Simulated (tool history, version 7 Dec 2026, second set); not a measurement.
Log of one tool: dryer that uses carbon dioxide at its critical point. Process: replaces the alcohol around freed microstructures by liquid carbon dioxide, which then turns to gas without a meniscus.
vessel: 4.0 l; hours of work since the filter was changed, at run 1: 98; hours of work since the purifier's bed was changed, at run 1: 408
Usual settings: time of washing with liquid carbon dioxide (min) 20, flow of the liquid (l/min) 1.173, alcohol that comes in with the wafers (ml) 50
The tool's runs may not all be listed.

run	day	time of washing with liquid carbon dioxide (min)	flow of the liquid (l/min)	alcohol that comes in with the wafers (ml)	hours of work since the filter was changed	hours of work since the purifier's bed was changed	alcohol left in the vessel before it's heated (ppm by volume)
1	0.000	20	1.173	50	98	408	103
2	0.583	20	1.173	50	106	416	121
3	1.258	20	1.173	50	115	426	111
4	1.912	20	1.173	50	124	435	115
5	2.392	18	1.173	50	131	441	154
6	3.083	20	1.173	82	140	451	147
7	3.717	20	1.173	82	149	460	156
8	4.142	20	1.173	50	155	465	117
9	4.633	20	1.173	50	162	472	115
10	5.392	20	1.730	50	172	483	72
11	6.038	20	1.730	50	181	492	85
12	6.821	20	1.173	50	192	502	136
13	7.600	14	1.173	50	203	513	381
14	8.167	20	1.173	50	211	521	133
15	8.817	20	1.173	50	220	530	142
16	9.154	20	1.173	50	224	535	129
17	9.842	28	1.173	50	234	544	80
18	10.254	20	1.173	50	240	550	144
19	10.646	20	1.173	50	245	555	150
20	11.279	20	1.173	50	254	564	139
21	11.788	13	0.920	75	261	571	1413
22	12.233	20	1.800	68	267	577	88
23	12.958	21	1.340	24	277	587	101
24	13.400	16	1.500	42	283	594	128
25	14.196	16	1.173	50	294	604	286
26	14.829	23	0.830	74	303	613	365
27	15.621	20	0.830	99	314	624	750
28	16.262	24	1.870	55	323	633	97
29	16.900	24	1.870	55	332	642	86
30	17.379	24	1.173	50	338	649	119
31	17.754	24	1.173	50	343	654	123
32	18.225	24	1.173	50	350	660	121
33	18.850	18	1.173	50	358	669	224
34	19.525	29	1.610	114	368	678	101
35	20.108	29	1.610	114	376	686	100
36	20.900	21	1.660	94	387	697	115

Forecast each of these 4 alternatives for the next run:
A	21.450	21	1.660	66	394	705	?
B	21.450	14	0.890	48	394	705	?
C	21.450	13	1.660	74	394	705	?
D	21.450	21	1.560	111	394	705	?

run	alcohol left in the vessel before it's heated (ppm by volume)
A	113
B	920
C	256
D	120
Without the tool's hidden state the same runs would have given:
run	alcohol left in the vessel before it's heated (ppm by volume)
A	11
B	598
C	93
D	11

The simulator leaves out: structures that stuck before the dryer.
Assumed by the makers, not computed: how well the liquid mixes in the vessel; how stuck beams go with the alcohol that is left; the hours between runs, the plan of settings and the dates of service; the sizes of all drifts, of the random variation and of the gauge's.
